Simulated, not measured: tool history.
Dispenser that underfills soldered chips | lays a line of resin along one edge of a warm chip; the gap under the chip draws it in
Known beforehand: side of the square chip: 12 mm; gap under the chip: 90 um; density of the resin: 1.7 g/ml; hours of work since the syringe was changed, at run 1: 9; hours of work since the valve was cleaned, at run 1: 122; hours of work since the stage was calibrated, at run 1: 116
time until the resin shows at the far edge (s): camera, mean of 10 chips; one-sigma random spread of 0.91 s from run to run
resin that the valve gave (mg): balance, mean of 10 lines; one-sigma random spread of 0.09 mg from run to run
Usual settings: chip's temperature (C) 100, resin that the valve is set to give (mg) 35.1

run	hour	chip's temperature (C)	resin that the valve is set to give (mg)	hours of work since the syringe was changed	hours of work since the valve was cleaned	hours of work since the stage was calibrated	time until the resin shows at the far edge (s)	resin that the valve gave (mg)
1	0	100	35.1	9	122	116	153.5	33.39
# hour 4.6: new syringe of resin
2	4.6	100	35.1	0	125	119	87.3	33.18
3	9.4	100	33.8	3	129	122	112.2	32.02
4	12.8	93	35.1	5	131	124	163.4	33.17
5	16.5	105	35.1	8	133	127	123.5	33.16
# hour 22.1: new syringe of resin
# hour 23.1: dispensing valve cleaned and set on the balance
6	23.4	105	35.1	0	0	131	75.1	34.89
7	27.6	105	35.1	3	3	133	89.6	34.97
8	33.6	105	35.1	7	7	137	116.3	35.08
9	38.8	105	35.1	11	11	141	142.3	35.03
# hour 40.7: new syringe of resin
10	42.6	110	35.1	1	13	143	66.9	34.74
11	46.8	110	35.1	4	16	146	80.2	34.82
12	52.3	110	35.1	8	19	150	100.5	34.69
13	55.4	110	35.1	10	21	152	114.8	34.85
# hour 57.9: new syringe of resin
14	61.9	100	35.1	3	26	156	104.2	34.5
15	66.2	100	35.1	6	29	159	127	34.65
16	71.3	100	35.1	9	32	162	156.3	34.7
# hour 75.5: new syringe of resin
17	77	100	35.1	1	36	166	96.6	34.44
18	80.4	103	35.1	3	38	168	98.5	34.42
19	84.4	99	30.4	6	41	171	139.6	29.8
20	90.7	96	43.7	10	45	175	194.5	42.87
# hour 93: new syringe of resin
21	94.5	112	45.2	1	47	177	63	43.94
22	98.3	100	34	4	50	180	110.5	33.11
23	101.7	113	41.7	6	52	182	80.5	40.64
24	108	113	41.7	10	56	187	104.2	40.63
# hour 110.2: new syringe of resin
25	112	113	41.7	1	59	189	61.6	40.45
26	114.9	108	34.1	3	61	191	85.1	33.18
27	119.3	108	34.1	6	64	194	101.7	33.12
28	122.2	99	32.2	8	66	196	160	31.17
29	125.3	99	42.2	10	68	198	176.6	40.96
# hour 127.4: new syringe of resin
30	130.2	107	30.8	2	71	201	80.2	29.91
31	133.8	107	30.8	4	73	203	92.1	29.92
32	137.5	88	29.8	7	76	206	222.1	28.71
33	142.4	106	36.9	10	79	209	135.7	35.46
# hour 144.6: new syringe of resin
34	147	93	31.6	2	82	212	133.5	30.42
35	151.9	85	31.5	5	85	215	223.9	30.29
36	157.3	90	39.9	9	89	219	222.4	38.26

Measured minus without-hidden-state, run by run (identical run-to-run variation in each term; gauge scatter may differ):
Hidden conditions of the tool in this case: resin's viscosity, % of fresh resin's; dose that the valve gives, % of what is set; true chip temperature over the reading, C; drift of the gauge itself on fill_s, %; drift of the gauge itself on given_mg, %.
run	time until the resin shows at the far edge (s)	resin that the valve gave (mg)
1	+65.6	-1.79
2	+2.8	-1.82
3	+23.6	-1.81
4	+51.2	-1.91
5	+50.9	-1.96
6	+3.1	-0.09
7	+17.8	-0.13
8	+43.6	-0.19
9	+70.9	-0.23
10	+6.1	-0.27
11	+18.9	-0.32
12	+39.7	-0.37
13	+53.8	-0.4
14	+17.5	-0.46
15	+39	-0.51
16	+68.9	-0.55
17	+9.7	-0.6
18	+21.9	-0.64
19	+47.9	-0.59
20	+96.1	-0.93
21	+5.3	-1.01
22	+24.7	-0.79
23	+26.4	-1.01
24	+50.1	-1.1
25	+7.1	-1.13
26	+18.7	-0.95
27	+35.9	-0.99
28	+68.7	-0.97
29	+87.7	-1.31
30	+11.3	-1
31	+24.3	-1.03
32	+82.8	-1.01
33	+65.5	-1.31
34	+20.8	-1.16
35	+70.3	-1.2
36	+100.1	-1.58

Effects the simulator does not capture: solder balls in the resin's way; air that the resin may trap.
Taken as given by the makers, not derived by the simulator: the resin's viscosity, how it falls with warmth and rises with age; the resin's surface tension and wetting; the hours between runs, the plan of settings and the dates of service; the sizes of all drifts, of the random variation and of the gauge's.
